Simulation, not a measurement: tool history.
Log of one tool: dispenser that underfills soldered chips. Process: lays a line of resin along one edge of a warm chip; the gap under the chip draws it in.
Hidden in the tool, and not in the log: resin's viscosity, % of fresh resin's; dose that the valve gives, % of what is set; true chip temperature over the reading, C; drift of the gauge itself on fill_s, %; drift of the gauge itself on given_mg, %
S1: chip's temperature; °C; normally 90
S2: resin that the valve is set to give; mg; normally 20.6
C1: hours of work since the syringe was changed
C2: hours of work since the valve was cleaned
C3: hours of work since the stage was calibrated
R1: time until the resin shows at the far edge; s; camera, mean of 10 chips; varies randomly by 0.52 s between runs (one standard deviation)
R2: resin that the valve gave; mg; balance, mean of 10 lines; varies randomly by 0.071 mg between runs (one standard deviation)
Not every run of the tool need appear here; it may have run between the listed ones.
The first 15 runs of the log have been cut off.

{"hour": 95.2, "done": "new syringe of resin"}
{"run": 16, "hour": 95.3, "S1": 90, "S2": 19.2, "C1": 0, "C2": 26, "C3": 202, "R1": 43.0, "R2": 18.76}
{"run": 17, "hour": 103.3, "S1": 101, "S2": 20.6, "C1": 5, "C2": 31, "C3": 207, "R1": 35.0, "R2": 20.12}
{"run": 18, "hour": 108.5, "S1": 101, "S2": 20.6, "C1": 8, "C2": 34, "C3": 210, "R1": 40.3, "R2": 20.03}
{"run": 19, "hour": 113.1, "S1": 90, "S2": 24.6, "C1": 11, "C2": 37, "C3": 213, "R1": 66.9, "R2": 23.81}
{"hour": 114.5, "done": "new syringe of resin"}
{"run": 20, "hour": 121.7, "S1": 88, "S2": 21.3, "C1": 4, "C2": 42, "C3": 218, "R1": 55.9, "R2": 20.53}
{"hour": 124.9, "done": "dispensing valve cleaned and set on the balance"}
{"run": 21, "hour": 128.9, "S1": 88, "S2": 21.3, "C1": 8, "C2": 2, "C3": 222, "R1": 63.8, "R2": 21.26}
{"hour": 134.7, "done": "new syringe of resin"}
{"run": 22, "hour": 135.8, "S1": 88, "S2": 21.3, "C1": 1, "C2": 7, "C3": 226, "R1": 46.9, "R2": 21.24}
{"run": 23, "hour": 140.4, "S1": 88, "S2": 21.6, "C1": 4, "C2": 9, "C3": 229, "R1": 52.9, "R2": 21.48}
{"run": 24, "hour": 147.3, "S1": 105, "S2": 18.3, "C1": 8, "C2": 14, "C3": 233, "R1": 35.2, "R2": 18.11}

Run 25 comes next. What will it give?
{"run": 25, "hour": 152.0, "S1": 105, "S2": 18.3, "C1": 11, "C2": 17, "C3": 236, "R1": "?", "R2": "?"}

{"run 25": {"R1": 40.2, "R2": 17.95}}
Had the tool carried no hidden state, the very same run would have given R1 26.3 s, R2 18.20 mg.

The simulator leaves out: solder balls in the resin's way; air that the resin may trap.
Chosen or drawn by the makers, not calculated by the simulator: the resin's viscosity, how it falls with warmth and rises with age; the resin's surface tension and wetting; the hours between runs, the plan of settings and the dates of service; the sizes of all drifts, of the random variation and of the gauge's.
